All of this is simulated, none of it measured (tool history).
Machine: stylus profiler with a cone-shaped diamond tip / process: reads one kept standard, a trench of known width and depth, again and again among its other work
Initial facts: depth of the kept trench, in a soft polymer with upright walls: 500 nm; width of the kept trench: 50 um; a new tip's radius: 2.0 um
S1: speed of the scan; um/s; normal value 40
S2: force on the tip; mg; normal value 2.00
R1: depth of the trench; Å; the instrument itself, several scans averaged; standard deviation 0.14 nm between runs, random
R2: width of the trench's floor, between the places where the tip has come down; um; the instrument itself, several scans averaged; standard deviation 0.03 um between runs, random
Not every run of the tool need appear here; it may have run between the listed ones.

{"run": 1, "hour": 0.0, "S1": 40, "S2": 2.0, "R1": 5059.2, "R2": 47.18}
{"run": 2, "hour": 81.9, "S1": 40, "S2": 2.0, "R1": 5059.4, "R2": 47.13}
{"run": 3, "hour": 174.9, "S1": 40, "S2": 2.0, "R1": 5060.3, "R2": 47.18}
{"run": 4, "hour": 270.8, "S1": 40, "S2": 2.0, "R1": 5057.9, "R2": 47.13}
{"run": 5, "hour": 396.9, "S1": 96, "S2": 2.0, "R1": 5059.0, "R2": 46.86}
{"run": 6, "hour": 450.3, "S1": 96, "S2": 2.0, "R1": 5055.3, "R2": 46.83}
{"run": 7, "hour": 527.5, "S1": 96, "S2": 2.0, "R1": 5057.5, "R2": 46.82}
{"run": 8, "hour": 642.9, "S1": 96, "S2": 2.0, "R1": 5059.5, "R2": 46.78}
{"run": 9, "hour": 717.0, "S1": 40, "S2": 2.0, "R1": 5059.8, "R2": 47.16}
{"run": 10, "hour": 816.9, "S1": 40, "S2": 2.0, "R1": 5056.9, "R2": 47.16}
{"hour": 844.2, "done": "new tip fitted, height scale calibrated"}
{"run": 11, "hour": 945.6, "S1": 38, "S2": 2.0, "R1": 5058.3, "R2": 47.13}
{"run": 12, "hour": 999.2, "S1": 38, "S2": 2.0, "R1": 5060.8, "R2": 47.14}
{"run": 13, "hour": 1084.7, "S1": 38, "S2": 2.0, "R1": 5058.5, "R2": 47.14}
{"run": 14, "hour": 1187.6, "S1": 38, "S2": 2.0, "R1": 5057.9, "R2": 47.2}
{"run": 15, "hour": 1241.6, "S1": 40, "S2": 2.0, "R1": 5060.5, "R2": 47.21}
{"run": 16, "hour": 1298.4, "S1": 40, "S2": 2.0, "R1": 5057.7, "R2": 47.14}
{"run": 17, "hour": 1405.8, "S1": 40, "S2": 2.0, "R1": 5058.1, "R2": 47.13}
{"run": 18, "hour": 1483.5, "S1": 56, "S2": 2.0, "R1": 5058.1, "R2": 47.02}
{"run": 19, "hour": 1585.7, "S1": 40, "S2": 1.05, "R1": 5037.3, "R2": 47.1}
{"run": 20, "hour": 1638.7, "S1": 40, "S2": 1.05, "R1": 5039.8, "R2": 46.99}
{"run": 21, "hour": 1764.7, "S1": 40, "S2": 1.05, "R1": 5036.7, "R2": 47.05}
{"run": 22, "hour": 1862.3, "S1": 12, "S2": 2.0, "R1": 5059.3, "R2": 47.24}
{"run": 23, "hour": 1920.0, "S1": 12, "S2": 2.0, "R1": 5057.8, "R2": 47.29}
{"run": 24, "hour": 1996.1, "S1": 14, "S2": 0.89, "R1": 5032.3, "R2": 47.27}
{"run": 25, "hour": 2087.7, "S1": 119, "S2": 3.97, "R1": 5091.3, "R2": 46.94}
{"run": 26, "hour": 2208.1, "S1": 132, "S2": 1.37, "R1": 5042.4, "R2": 46.51}
{"run": 27, "hour": 2312.7, "S1": 38, "S2": 2.32, "R1": 5066.6, "R2": 47.15}
{"run": 28, "hour": 2378.4, "S1": 121, "S2": 5.3, "R1": 5113.5, "R2": 46.9}
{"run": 29, "hour": 2476.7, "S1": 117, "S2": 2.05, "R1": 5058.6, "R2": 46.73}
{"run": 30, "hour": 2568.5, "S1": 28, "S2": 0.89, "R1": 5033.1, "R2": 47.1}
{"run": 31, "hour": 2633.6, "S1": 152, "S2": 0.79, "R1": 5029.1, "R2": 46.12}
{"run": 32, "hour": 2715.4, "S1": 13, "S2": 2.0, "R1": 5058.4, "R2": 47.27}
{"run": 33, "hour": 2820.6, "S1": 82, "S2": 2.36, "R1": 5065.6, "R2": 46.98}
{"run": 34, "hour": 2874.2, "S1": 26, "S2": 2.0, "R1": 5059.0, "R2": 47.23}
{"run": 35, "hour": 2994.5, "S1": 60, "S2": 2.0, "R1": 5054.0, "R2": 46.99}
{"run": 36, "hour": 3071.9, "S1": 39, "S2": 1.04, "R1": 5037.2, "R2": 47.09}
{"run": 37, "hour": 3128.1, "S1": 29, "S2": 1.66, "R1": 5051.8, "R2": 47.17}
{"run": 38, "hour": 3227.8, "S1": 153, "S2": 0.86, "R1": 5035.7, "R2": 46.12}
{"run": 39, "hour": 3333.2, "S1": 16, "S2": 2.48, "R1": 5068.7, "R2": 47.3}
{"run": 40, "hour": 3387.2, "S1": 90, "S2": 2.0, "R1": 5055.9, "R2": 46.83}
{"run": 41, "hour": 3482.8, "S1": 158, "S2": 1.61, "R1": 5051.2, "R2": 46.4}
{"run": 42, "hour": 3596.1, "S1": 17, "S2": 2.3, "R1": 5066.7, "R2": 47.28}
{"hour": 3662.3, "done": "height scale calibrated on a step standard"}
{"run": 43, "hour": 3681.0, "S1": 33, "S2": 1.44, "R1": 5046.4, "R2": 47.17}
{"run": 44, "hour": 3789.2, "S1": 40, "S2": 1.42, "R1": 5045.9, "R2": 47.11}
{"run": 45, "hour": 3889.3, "S1": 62, "S2": 1.63, "R1": 5052.8, "R2": 46.95}
{"run": 46, "hour": 3980.3, "S1": 10, "S2": 1.27, "R1": 5043.1, "R2": 47.23}

For each run, the measured value with the value that run would have given without the tool's hidden condition subtracted. The run-to-run variation is shared by both, the gauge scatter possibly not:
The hidden state here: radius of the tip, um; height scale over the true one, %; drift of the gauge itself on depth_nm, %; drift of the gauge itself on floor_um, %.
run=1 R2=-0.04
run=2 R2=-0.04
run=3 R2=-0.03
run=4 R2=-0.03
run=5 R2=-0.04
run=6 R2=-0.04
run=7 R2=-0.04
run=8 R2=-0.04
run=9 R2=-0.04
run=10 R2=-0.04
run=11 R2=+0.00
run=12 R2=+0.00
run=13 R2=+0.00
run=14 R2=-0.01
run=15 R2=-0.01
run=16 R2=+0.00
run=17 R2=-0.01
run=18 R2=+0.00
run=19 R2=-0.01
run=20 R2=-0.01
run=21 R2=-0.01
run=22 R2=-0.01
run=23 R2=-0.01
run=24 R2=-0.01
run=25 R2=-0.01
run=26 R2=-0.01
run=27 R2=-0.02
run=28 R2=-0.01
run=29 R2=-0.02
run=30 R2=-0.01
run=31 R2=-0.01
run=32 R2=-0.01
run=33 R2=-0.02
run=34 R2=-0.02
run=35 R2=-0.02
run=36 R2=-0.02
run=37 R2=-0.02
run=38 R2=-0.02
run=39 R2=-0.02
run=40 R2=-0.02
run=41 R2=-0.02
run=42 R2=-0.02
run=43 R2=-0.02
run=44 R2=-0.02
run=45 R2=-0.03
run=46 R2=-0.03
R1: within 0.8 Å of the measured result in every run.
